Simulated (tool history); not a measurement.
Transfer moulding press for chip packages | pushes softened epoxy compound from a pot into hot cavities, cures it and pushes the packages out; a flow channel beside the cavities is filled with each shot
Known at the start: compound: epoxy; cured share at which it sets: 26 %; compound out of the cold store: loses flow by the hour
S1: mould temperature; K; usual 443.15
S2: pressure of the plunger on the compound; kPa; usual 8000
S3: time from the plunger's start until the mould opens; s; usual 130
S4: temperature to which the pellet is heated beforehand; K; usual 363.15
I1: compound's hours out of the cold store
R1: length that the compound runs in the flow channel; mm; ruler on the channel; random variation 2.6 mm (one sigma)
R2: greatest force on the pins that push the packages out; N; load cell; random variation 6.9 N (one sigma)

run   hour      S1    S2   S3      S4    I1   R1   R2
  1    0.0  443.15  8000  130  363.15  28.0  735  353
  2   14.1  443.15  8000  130  363.15  23.0  750  399
  3   22.4  443.15  8000  130  363.15  11.8  786  417
  4   38.8  443.15  7940  130  363.15  26.7  730  424
  5   51.1  443.15  7940  130  363.15  18.6  767  453
  6   63.1  443.15  7940  130  363.15  39.4  687  464
      65.5  -- cavities cleaned with cleaning compound and waxed
  7   77.0  443.15  7940  130  363.15   9.6  792  351
  8   91.5  443.15  7940  130  363.15  11.4  784  413
  9   99.6  443.15  7940  130  363.15  39.9  688  404
 10  112.6  443.15  7940  130  363.15  20.5  751  441
 11  123.4  443.15  8000  130  367.15  21.7  752  460
 12  131.2  443.15  8000  130  363.15  37.3  703  449
 13  143.7  440.15  8000  130  363.15  23.4  751  559
     149.3  -- cavities cleaned with cleaning compound and waxed
 14  160.1  440.15  8000  130  363.15  27.4  743  400
 15  171.1  439.15  6800  143  373.15  40.5  644  394
     185.7  -- mould's thermocouples calibrated
 16  187.8  435.15  8000  130  365.15  40.6  711  607
 17  196.8  435.15  8000  130  365.15  41.8  707  640
 18  207.8  443.15  8720  130  363.15  43.2  702  408
     217.4  -- plunger's sealing rings changed
 19  224.0  443.15  8720  130  363.15   8.2  845  442
     236.6  -- cavities cleaned with cleaning compound and waxed
 20  237.7  443.15  6910  134  363.15  31.4  680  299
 21  251.7  443.15  9890  152  373.15  44.5  759  303
 22  262.5  450.15  9890  152  372.15  44.3  734  314
 23  279.9  448.15  9640  125  359.15   8.1  866  360
 24  290.9  442.15  8000  169  363.15  15.7  785  373
 25  308.7  442.15  8830  169  362.15  32.7  764  383
     319.2  -- cavities cleaned with cleaning compound and waxed
 26  323.0  442.15  8830  169  362.15  15.4  824  274

Forecast each of these 3 alternatives for the next run:
  A  337.4  438.15  8830  169  367.15  14.9   ?   ?
  B  337.4  437.15  8830  165  354.15  18.4   ?   ?
  C  337.4  443.15  8000  130  370.15  27.3   ?   ?

run   R1   R2
  A  845  338
  B  841  356
  C  737  363
Without the tool's hidden state the same runs would have given:
run   R1   R2
  A  852  273
  B  847  287
  C  742  294
